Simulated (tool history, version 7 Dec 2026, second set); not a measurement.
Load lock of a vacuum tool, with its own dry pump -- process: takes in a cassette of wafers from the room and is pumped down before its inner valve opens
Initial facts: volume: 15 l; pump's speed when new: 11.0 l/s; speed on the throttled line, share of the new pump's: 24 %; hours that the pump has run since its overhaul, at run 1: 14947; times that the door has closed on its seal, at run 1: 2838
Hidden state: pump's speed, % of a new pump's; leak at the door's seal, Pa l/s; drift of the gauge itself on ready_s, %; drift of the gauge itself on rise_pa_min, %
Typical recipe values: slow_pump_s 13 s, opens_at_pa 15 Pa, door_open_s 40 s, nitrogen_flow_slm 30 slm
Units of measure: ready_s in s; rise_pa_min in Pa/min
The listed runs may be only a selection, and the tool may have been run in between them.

run    hour  slow_pump_s  opens_at_pa  door_open_s  nitrogen_flow_slm  hours that the pump has run since its overhaul  times that the door has closed on its seal  incoming humidity of the room's air, %  ready_s  rise_pa_min
  1     0.0           13           15           40                 30                                           14947                                        2838                                    45.3    22.67        0.036
  2   435.2           13           15           40                 30                                           15383                                        3413                                    41.9    22.61        0.036
  3   889.3           13           15           85                 30                                           15837                                        4013                                    42.3    22.78        0.058
  4  1517.2           13           15           85                 30                                           16465                                        4843                                    47.7    22.84        0.059
  5  2033.8           13           15           85                 30                                           16981                                        5526                                    46.3    22.88        0.058
  6  2413.3           13           15           85                 30                                           17361                                        6028                                    43.7    22.75        0.058
  7  2820.7           13           26           40                 30                                           17768                                        6567                                    43.0    21.92        0.036
  8  3423.1           13           15          195                 11                                           18370                                        7363                                    45.9    22.89        0.146
  9  3947.6           20           19           25                 16                                           18895                                        8056                                    41.4    27.72        0.046
 10  4463.9           20           19           25                 16                                           19411                                        8739                                    48.5    27.68        0.048
     4784.7  -- dry pump taken out, an overhauled one fitted
 11  5117.4           15           19           25                 16                                             333                                        9595                                    42.6    22.83        0.049
 12  5799.7           15           19           25                 16                                            1015                                       10497                                    41.2    23.02        0.045
 13  6107.5           14           20           26                  7                                            1323                                       10903                                    47.1    22.19        0.061

What would each run have given without the hidden state, its run-to-run variation left as it was?
run  ready_s  rise_pa_min
  1    21.89        0.033
  2    21.80        0.034
  3    21.94        0.055
  4    21.95        0.055
  5    21.96        0.054
  6    21.82        0.053
  7    21.04        0.030
  8    21.85        0.139
  9    26.89        0.038
 10    26.82        0.039
 11    22.92        0.039
 12    23.08        0.034
 13    22.23        0.050

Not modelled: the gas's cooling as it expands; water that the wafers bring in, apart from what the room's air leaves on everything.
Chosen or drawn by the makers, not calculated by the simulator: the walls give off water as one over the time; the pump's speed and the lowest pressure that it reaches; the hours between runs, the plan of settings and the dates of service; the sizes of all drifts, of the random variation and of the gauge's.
